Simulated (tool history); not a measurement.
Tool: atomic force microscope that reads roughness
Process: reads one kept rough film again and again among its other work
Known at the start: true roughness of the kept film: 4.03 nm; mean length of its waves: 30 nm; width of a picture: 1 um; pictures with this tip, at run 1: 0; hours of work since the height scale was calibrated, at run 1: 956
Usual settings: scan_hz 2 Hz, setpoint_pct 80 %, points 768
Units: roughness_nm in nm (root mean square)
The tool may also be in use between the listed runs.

run,hour,scan_hz,setpoint_pct,points,pictures with this tip,hours of work since the height scale was calibrated,roughness_nm
1,0,2,80,768,0,956,3.191
2,35.8,2,80,768,56,974,2.833
3,87.9,2,80,606,137,1000,2.461
4,124.5,2,80,606,194,1019,2.245
5,165.6,2,80,606,258,1039,2.05
# hour 187.1: new tip fitted
6,219.8,2,80,606,51,1067,2.849
7,257.9,2,59,768,110,1086,2.688
8,295.7,1.73,59,768,169,1105,2.46
9,348.7,1.73,59,768,252,1131,2.195
# hour 374.1: new tip fitted
10,374.5,2,68,768,0,1144,3.298
11,400.5,2,68,768,41,1157,3.017
12,451.1,2,80,768,120,1183,2.488
13,475,2,80,768,157,1195,2.349
14,527,2,80,768,238,1221,2.072
15,556.8,2,80,410,284,1236,1.946
# hour 560.1: new tip fitted
16,599.7,2,82,768,61,1257,2.781
17,654,2,82,768,146,1285,2.373
18,698.8,2,82,768,216,1307,2.154
19,741.3,2,82,768,282,1329,1.979
# hour 748.1: new tip fitted
20,769,0.76,80,768,32,1342,3.145
21,819.2,0.76,80,768,111,1367,2.723
22,874.3,2,80,348,196,1395,2.239
23,910.6,2,80,348,253,1413,2.088
# hour 934.9: new tip fitted
24,953.9,2,80,348,30,1435,3.002
25,991,2,80,739,88,1454,2.707
26,1031,2,80,739,150,1474,2.443
27,1081.7,3.67,63,321,229,1499,2.22
# hour 1125: new tip fitted
28,1125.4,3.67,63,906,1,1521,3.233
29,1167.4,1.28,64,738,66,1542,2.978
30,1211.7,1.28,64,738,136,1565,2.626
31,1264.1,0.81,87,765,217,1591,2.252
32,1298.2,2.34,61,370,270,1608,2.106
# hour 1311.9: new tip fitted
33,1349.8,2,80,456,59,1634,2.784
34,1399.9,1.74,88,460,137,1659,2.377
35,1448.4,1.74,83,460,213,1683,2.155
36,1479.4,1.74,83,460,261,1699,2.032
# hour 1500.5: new tip fitted
37,1526.2,2,60,768,40,1722,3.083
38,1577.6,2,60,768,120,1748,2.675
39,1627.4,3.46,80,453,198,1773,2.138
40,1651.5,3.46,80,453,235,1785,2.019
# hour 1688.5: new tip fitted
41,1703.4,3.46,80,453,23,1811,2.873
42,1749.5,0.65,83,768,95,1834,2.784
43,1802.9,1.14,86,917,178,1861,2.353
44,1858.4,2,72,818,265,1889,2.096
# hour 1875.6: new tip fitted
45,1907.9,1.91,84,925,50,1914,2.84
46,1961.4,1.91,84,925,133,1941,2.452
47,1996,1.91,60,925,187,1958,2.413
48,2034.6,1.91,60,925,248,1978,2.213
# hour 2064.5: new tip fitted
49,2078.5,2,72,768,22,2000,3.116
50,2115.9,2,87,768,80,2018,2.642
51,2154.7,2,87,768,141,2038,2.382
52,2210,2,87,768,227,2066,2.094

Some steps in roughness_nm between neighbouring runs. How much of each would the tool show without its hidden state too (settings, what came in, random variation), and how much is left for the hidden state, with any gauge scatter that isn't in both results?
The hidden state here: radius of the tip, nm; height scale over the true one, %; drift of the gauge itself on roughness_nm, %.
Run 9 -> 10: scan_hz 1.73 -> 2, setpoint_pct 59 -> 68, new tip fitted. roughness_nm +1.103 nm (root mean square): hidden state +1.164, all else -0.061.
Run 19 -> 20: scan_hz 2 -> 0.76, setpoint_pct 82 -> 80, new tip fitted. roughness_nm +1.166 nm (root mean square): hidden state +0.994, all else +0.172.
Run 36 -> 37: scan_hz 1.74 -> 2, setpoint_pct 83 -> 60, points 460 -> 768, new tip fitted. roughness_nm +1.051 nm (root mean square): hidden state +0.892, all else +0.159.
Run 48 -> 49: scan_hz 1.91 -> 2, setpoint_pct 60 -> 72, points 925 -> 768, new tip fitted. roughness_nm +0.903 nm (root mean square): hidden state +0.991, all else -0.088.

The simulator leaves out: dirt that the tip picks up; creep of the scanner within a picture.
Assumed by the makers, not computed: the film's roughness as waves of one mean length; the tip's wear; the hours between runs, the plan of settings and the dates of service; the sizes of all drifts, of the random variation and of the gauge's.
